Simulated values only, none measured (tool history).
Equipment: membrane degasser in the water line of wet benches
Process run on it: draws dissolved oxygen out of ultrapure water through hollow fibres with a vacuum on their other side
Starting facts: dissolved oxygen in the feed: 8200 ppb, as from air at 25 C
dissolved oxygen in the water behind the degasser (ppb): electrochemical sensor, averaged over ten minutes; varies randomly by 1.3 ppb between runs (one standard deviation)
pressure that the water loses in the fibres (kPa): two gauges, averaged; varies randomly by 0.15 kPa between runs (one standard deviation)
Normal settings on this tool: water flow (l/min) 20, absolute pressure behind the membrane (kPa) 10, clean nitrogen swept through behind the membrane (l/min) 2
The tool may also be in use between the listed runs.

run	day	water flow (l/min)	absolute pressure behind the membrane (kPa)	clean nitrogen swept through behind the membrane (l/min)	dissolved oxygen in the water behind the degasser (ppb)	pressure that the water loses in the fibres (kPa)
1	0	20	10	2	189.8	28.33
2	1.925	20	10	2	191	28.45
3	3.35	20	10	2	191.7	28.52
4	5.704	20	10	2	191.8	28.67
5	7.55	23	10	2	227.4	32.73
6	8.958	20	22.4	2	464.1	28.54
7	10.475	20	22.4	2	460	28.31
8	12.242	20	22.4	2	463.9	28.58
9	14.562	20	22.4	2	463.9	28.61
10	16.338	30	9.5	0.94	489.3	43.09
11	18.325	20	22.6	1.81	514.2	28.5
12	20.429	20	21.8	2.05	442.1	28.53
13	21.454	21	21.8	2.05	457.1	29.98
14	23.321	21	21.8	2.05	463.7	30.26
15	24.529	14	10	2	123.1	19.79

Not shown here: 2 entries made in the log between runs. Locate each between two listed runs and compare the hidden state at the listed run before it with the hidden state at the listed run after it:
From run 9 to run 10: vacuum gauge calibrated (day 14.717)
  membrane still open, %: 99.1 -> 99; true pressure behind the membrane over the reading, kPa: 0.16 -> 0.22
  measured value less the no-hidden-state value, dissolved oxygen in the water behind the degasser (ppb): +5.8 -> +16.5; pressure that the water loses in the fibres (kPa): +0.27 -> +0.41
From run 12 to run 13: vacuum gauge calibrated, once more (day 20.983)
  true pressure behind the membrane over the reading, kPa: 0.22 -> -0.08; air that leaks in behind the membrane, l/min: 0.0037 -> 0.0038
  measured value less the no-hidden-state value, dissolved oxygen in the water behind the degasser (ppb): +7 -> +0.8; pressure that the water loses in the fibres (kPa): +0.3 -> +0.31
